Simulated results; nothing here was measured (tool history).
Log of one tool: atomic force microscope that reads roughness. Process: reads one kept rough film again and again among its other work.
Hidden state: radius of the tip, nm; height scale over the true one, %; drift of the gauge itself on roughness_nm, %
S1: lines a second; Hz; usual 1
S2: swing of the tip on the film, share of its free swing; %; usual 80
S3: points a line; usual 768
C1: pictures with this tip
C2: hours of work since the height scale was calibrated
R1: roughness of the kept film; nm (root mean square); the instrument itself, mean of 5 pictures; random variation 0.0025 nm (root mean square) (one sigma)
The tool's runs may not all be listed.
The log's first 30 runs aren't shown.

run	hour	S1	S2	S3	C1	C2	R1
# hour 276.1: height scale calibrated on a step standard
31	286.2	0.91	56	299	328	8	0.725
32	293	0.58	63	626	341	13	0.729
# hour 297.2: height scale calibrated on a step standard, once more
33	302.6	1.34	81	330	357	4	0.675
34	312.4	1	73	304	376	11	0.693
# hour 315: new tip fitted
35	323.5	1.32	62	304	17	19	0.757
36	337.5	1.32	62	304	44	30	0.751
37	347.4	1.36	66	702	63	37	0.748
38	360.3	1	58	716	88	47	0.758
39	370.9	0.94	63	779	108	55	0.757
40	384.8	3.27	81	768	135	65	0.631
41	398.2	1	82	768	161	75	0.713
42	410.8	1.01	77	745	186	84	0.72

4 ways to go on from here, each from the tool as it stands after run 42. What would each give?
A	418.5	0.86	71	607	200	90	?
B	418.5	3.34	79	359	200	90	?
C	418.5	1.01	76	745	200	90	?
D	418.5	2.5	77	768	200	90	?

run	R1
A	0.733
B	0.63
C	0.725
D	0.669
Without the tool's hidden state the same runs would have given:
run	R1
A	0.762
B	0.655
C	0.754
D	0.696

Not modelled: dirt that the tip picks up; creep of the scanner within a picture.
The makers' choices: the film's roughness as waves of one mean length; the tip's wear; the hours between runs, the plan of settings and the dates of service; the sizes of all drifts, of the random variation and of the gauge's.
